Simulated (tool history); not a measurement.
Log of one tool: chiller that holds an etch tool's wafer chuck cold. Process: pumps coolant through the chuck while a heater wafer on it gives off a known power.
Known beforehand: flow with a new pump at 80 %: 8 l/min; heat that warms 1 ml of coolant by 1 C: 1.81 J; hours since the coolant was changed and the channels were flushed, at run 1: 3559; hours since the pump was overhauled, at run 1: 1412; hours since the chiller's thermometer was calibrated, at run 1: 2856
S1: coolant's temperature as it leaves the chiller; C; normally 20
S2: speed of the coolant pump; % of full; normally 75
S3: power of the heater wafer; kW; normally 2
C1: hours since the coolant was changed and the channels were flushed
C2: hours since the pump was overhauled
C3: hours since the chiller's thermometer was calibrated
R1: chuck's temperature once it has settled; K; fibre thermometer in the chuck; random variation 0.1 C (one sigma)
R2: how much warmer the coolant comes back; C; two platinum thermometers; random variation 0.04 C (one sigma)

{"run": 1, "day": 0.0, "S1": 20, "S2": 75, "S3": 2, "C1": 3559, "C2": 1412, "C3": 2856, "R1": 317.95, "R2": 8.96}
{"run": 2, "day": 1.612, "S1": 16, "S2": 75, "S3": 2, "C1": 3598, "C2": 1451, "C3": 2895, "R1": 313.85, "R2": 9.04}
{"run": 3, "day": 3.558, "S1": 20, "S2": 75, "S3": 1.238, "C1": 3645, "C2": 1498, "C3": 2941, "R1": 308.45, "R2": 5.52}
{"run": 4, "day": 6.925, "S1": 20, "S2": 75, "S3": 1.238, "C1": 3725, "C2": 1578, "C3": 3022, "R1": 308.45, "R2": 5.59}
{"run": 5, "day": 8.512, "S1": 20, "S2": 88, "S3": 1.238, "C1": 3763, "C2": 1617, "C3": 3060, "R1": 307.35, "R2": 4.81}
{"run": 6, "day": 11.675, "S1": 20, "S2": 75, "S3": 2, "C1": 3839, "C2": 1693, "C3": 3136, "R1": 318.15, "R2": 9.06}
{"run": 7, "day": 13.45, "S1": 20, "S2": 75, "S3": 2, "C1": 3882, "C2": 1735, "C3": 3179, "R1": 318.05, "R2": 9.08}
{"run": 8, "day": 14.912, "S1": 16, "S2": 75, "S3": 2, "C1": 3917, "C2": 1770, "C3": 3214, "R1": 314.15, "R2": 9.06}
{"run": 9, "day": 17.104, "S1": 20, "S2": 63, "S3": 2, "C1": 3970, "C2": 1823, "C3": 3267, "R1": 320.75, "R2": 10.71}
{"run": 10, "day": 19.075, "S1": 20, "S2": 63, "S3": 2.761, "C1": 4017, "C2": 1870, "C3": 3314, "R1": 331.15, "R2": 14.81}
{"run": 11, "day": 21.817, "S1": 20, "S2": 63, "S3": 2.761, "C1": 4083, "C2": 1936, "C3": 3380, "R1": 331.15, "R2": 14.85}
{"run": 12, "day": 23.612, "S1": 20, "S2": 63, "S3": 2.761, "C1": 4126, "C2": 1979, "C3": 3423, "R1": 331.35, "R2": 14.74}
{"run": 13, "day": 26.488, "S1": 20, "S2": 63, "S3": 2.761, "C1": 4195, "C2": 2048, "C3": 3492, "R1": 331.45, "R2": 14.85}
{"run": 14, "day": 28.062, "S1": 20, "S2": 75, "S3": 1.337, "C1": 4233, "C2": 2086, "C3": 3530, "R1": 309.85, "R2": 6.07}
{"run": 15, "day": 30.308, "S1": 20, "S2": 75, "S3": 1.362, "C1": 4287, "C2": 2140, "C3": 3584, "R1": 310.25, "R2": 6.2}
{"run": 16, "day": 33.212, "S1": 20, "S2": 75, "S3": 2, "C1": 4356, "C2": 2209, "C3": 3653, "R1": 318.45, "R2": 9.12}
{"run": 17, "day": 35.529, "S1": 25, "S2": 75, "S3": 2.308, "C1": 4412, "C2": 2265, "C3": 3709, "R1": 327.35, "R2": 10.46}
{"run": 18, "day": 37.612, "S1": 20, "S2": 75, "S3": 1.107, "C1": 4462, "C2": 2315, "C3": 3759, "R1": 307.15, "R2": 5.08}
{"run": 19, "day": 39.088, "S1": 20, "S2": 84, "S3": 1.515, "C1": 4497, "C2": 2350, "C3": 3794, "R1": 311.25, "R2": 6.15}
{"run": 20, "day": 41.788, "S1": 10, "S2": 63, "S3": 2, "C1": 4562, "C2": 2415, "C3": 3859, "R1": 311.05, "R2": 10.7}
{"run": 21, "day": 43.542, "S1": 19, "S2": 76, "S3": 2.227, "C1": 4604, "C2": 2457, "C3": 3901, "R1": 320.45, "R2": 10.07}
{"day": 43.942, "done": "coolant pump overhauled"}
{"run": 22, "day": 46.658, "S1": 20, "S2": 90, "S3": 2, "C1": 4674, "C2": 65, "C3": 3971, "R1": 316.55, "R2": 7.64}
{"run": 23, "day": 49.65, "S1": 17, "S2": 90, "S3": 2, "C1": 4746, "C2": 137, "C3": 4043, "R1": 313.65, "R2": 7.72}
{"run": 24, "day": 52.521, "S1": 14, "S2": 92, "S3": 2, "C1": 4815, "C2": 206, "C3": 4112, "R1": 310.15, "R2": 7.46}
{"run": 25, "day": 54.429, "S1": 14, "S2": 92, "S3": 2, "C1": 4860, "C2": 252, "C3": 4157, "R1": 310.25, "R2": 7.56}
{"run": 26, "day": 57.242, "S1": 20, "S2": 69, "S3": 2.211, "C1": 4928, "C2": 319, "C3": 4225, "R1": 322.95, "R2": 11}
{"day": 58.279, "done": "coolant pump overhauled, once more"}
{"run": 27, "day": 60.525, "S1": 15, "S2": 82, "S3": 2.766, "C1": 5002, "C2": 54, "C3": 4299, "R1": 321.85, "R2": 11.2}
{"run": 28, "day": 61.988, "S1": 14, "S2": 88, "S3": 2.766, "C1": 5037, "C2": 89, "C3": 4334, "R1": 319.55, "R2": 10.55}
{"run": 29, "day": 63.525, "S1": 20, "S2": 64, "S3": 1.074, "C1": 5074, "C2": 126, "C3": 4371, "R1": 307.65, "R2": 5.53}
{"run": 30, "day": 65.667, "S1": 14, "S2": 70, "S3": 1.197, "C1": 5125, "C2": 177, "C3": 4422, "R1": 302.75, "R2": 5.66}
{"run": 31, "day": 67.196, "S1": 20, "S2": 70, "S3": 1.712, "C1": 5162, "C2": 214, "C3": 4459, "R1": 315.65, "R2": 8.16}

5 options for the next run, each taken on its own from the tool as it stands now. Forecast them:
{"run": "A", "day": 68.892, "S1": 13, "S2": 70, "S3": 1.589, "C1": 5203, "C2": 255, "C3": 4499, "R1": "?", "R2": "?"}
{"run": "B", "day": 68.892, "S1": 22, "S2": 75, "S3": 2, "C1": 5203, "C2": 255, "C3": 4499, "R1": "?", "R2": "?"}
{"run": "C", "day": 68.892, "S1": 20, "S2": 70, "S3": 1.022, "C1": 5203, "C2": 255, "C3": 4499, "R1": "?", "R2": "?"}
{"run": "D", "day": 68.892, "S1": 20, "S2": 67, "S3": 2, "C1": 5203, "C2": 255, "C3": 4499, "R1": "?", "R2": "?"}
{"run": "E", "day": 68.892, "S1": 27, "S2": 71, "S3": 2.65, "C1": 5203, "C2": 255, "C3": 4499, "R1": "?", "R2": "?"}

run=A R1=306.75 R2=7.6
run=B R1=320.55 R2=8.91
run=C R1=306.35 R2=4.86
run=D R1=320.15 R2=9.83
run=E R1=335.05 R2=12.41
With no hidden state in the tool, these same runs would have given:
run=A R1=304.65 R2=7.57
run=B R1=317.75 R2=8.88
run=C R1=305.15 R2=4.84
run=D R1=317.25 R2=9.79
run=E R1=331.25 R2=12.36
